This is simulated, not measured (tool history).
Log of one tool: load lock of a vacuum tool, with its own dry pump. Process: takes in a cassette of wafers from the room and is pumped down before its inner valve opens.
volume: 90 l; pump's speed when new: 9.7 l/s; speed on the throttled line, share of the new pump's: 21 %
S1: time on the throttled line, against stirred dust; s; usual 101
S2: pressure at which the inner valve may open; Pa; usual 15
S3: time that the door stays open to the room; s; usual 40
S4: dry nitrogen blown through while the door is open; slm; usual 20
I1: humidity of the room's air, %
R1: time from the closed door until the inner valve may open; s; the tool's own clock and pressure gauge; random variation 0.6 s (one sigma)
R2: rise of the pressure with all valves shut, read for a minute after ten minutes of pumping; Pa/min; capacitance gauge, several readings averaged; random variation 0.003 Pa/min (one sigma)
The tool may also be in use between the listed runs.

run 1 hour=0.0 | S1=101 S2=15 S3=40 S4=20 | I1=45.5 | R1=161.9 R2=0.033
run 2 hour=288.6 | S1=101 S2=15 S3=62 S4=20 | I1=47.1 | R1=162.0 R2=0.046
run 3 hour=662.6 | S1=101 S2=16 S3=40 S4=20 | I1=43.2 | R1=161.7 R2=0.029
-- hour=1088.9 door's seal changed, seat wiped
run 4 hour=1202.8 | S1=101 S2=16 S3=40 S4=20 | I1=44.3 | R1=161.8 R2=0.036
run 5 hour=1493.9 | S1=101 S2=16 S3=40 S4=20 | I1=42.1 | R1=161.4 R2=0.032
run 6 hour=1798.1 | S1=101 S2=15 S3=40 S4=6 | I1=44.1 | R1=162.6 R2=0.040
run 7 hour=2057.2 | S1=101 S2=15 S3=40 S4=6 | I1=45.2 | R1=161.8 R2=0.039
run 8 hour=2386.5 | S1=101 S2=15 S3=49 S4=6 | I1=42.2 | R1=161.9 R2=0.046
run 9 hour=2739.5 | S1=167 S2=15 S3=40 S4=20 | I1=45.4 | R1=214.6 R2=0.036
run 10 hour=3161.7 | S1=167 S2=15 S3=40 S4=20 | I1=45.4 | R1=214.0 R2=0.030
run 11 hour=3596.8 | S1=167 S2=15 S3=40 S4=20 | I1=46.6 | R1=214.1 R2=0.034
run 12 hour=3856.7 | S1=167 S2=15 S3=40 S4=20 | I1=45.6 | R1=214.9 R2=0.036
run 13 hour=4246.6 | S1=167 S2=15 S3=40 S4=20 | I1=45.7 | R1=212.4 R2=0.035
run 14 hour=4748.7 | S1=143 S2=15 S3=40 S4=20 | I1=42.8 | R1=195.7 R2=0.031
run 15 hour=5173.1 | S1=101 S2=15 S3=40 S4=5 | I1=44.4 | R1=162.2 R2=0.041
run 16 hour=5698.9 | S1=101 S2=15 S3=34 S4=20 | I1=48.0 | R1=161.7 R2=0.032
run 17 hour=5944.6 | S1=101 S2=15 S3=40 S4=20 | I1=46.3 | R1=161.4 R2=0.036
run 18 hour=6471.0 | S1=101 S2=15 S3=40 S4=20 | I1=44.8 | R1=162.5 R2=0.036
run 19 hour=6972.6 | S1=73 S2=27 S3=40 S4=26 | I1=43.8 | R1=134.5 R2=0.030
run 20 hour=7284.8 | S1=99 S2=21 S3=66 S4=19 | I1=42.1 | R1=157.8 R2=0.043
run 21 hour=7603.6 | S1=58 S2=15 S3=40 S4=8 | I1=45.7 | R1=128.4 R2=0.038
run 22 hour=7885.6 | S1=58 S2=26 S3=88 S4=40 | I1=44.8 | R1=124.0 R2=0.042
run 23 hour=8388.7 | S1=69 S2=26 S3=88 S4=40 | I1=41.4 | R1=132.1 R2=0.043
run 24 hour=8822.8 | S1=130 S2=13 S3=88 S4=40 | I1=44.7 | R1=186.0 R2=0.048
run 25 hour=9308.1 | S1=131 S2=13 S3=87 S4=15 | I1=42.7 | R1=186.1 R2=0.060
run 26 hour=9632.6 | S1=76 S2=18 S3=27 S4=7 | I1=41.8 | R1=141.5 R2=0.029
-- hour=9695.9 door's seal changed, seat wiped
run 27 hour=10157.4 | S1=76 S2=18 S3=27 S4=7 | I1=43.4 | R1=141.0 R2=0.029
run 28 hour=10615.8 | S1=76 S2=18 S3=27 S4=7 | I1=47.0 | R1=140.4 R2=0.034
run 29 hour=11123.3 | S1=76 S2=18 S3=27 S4=36 | I1=46.9 | R1=141.3 R2=0.024
run 30 hour=11378.0 | S1=143 S2=26 S3=40 S4=18 | I1=44.0 | R1=189.7 R2=0.029
run 31 hour=11935.9 | S1=145 S2=15 S3=54 S4=31 | I1=44.3 | R1=196.4 R2=0.030
run 32 hour=12219.5 | S1=135 S2=15 S3=27 S4=31 | I1=45.0 | R1=188.7 R2=0.018

Forecast run 33:
run 33 hour=12543.3 | S1=74 S2=11 S3=72 S4=5 | I1=45.5 | R1=? R2=?

{"run 33": {"R1": 143.9, "R2": 0.074}}
Without the tool's hidden state the same run would have given R1 143.8 s, R2 0.074 Pa/min.
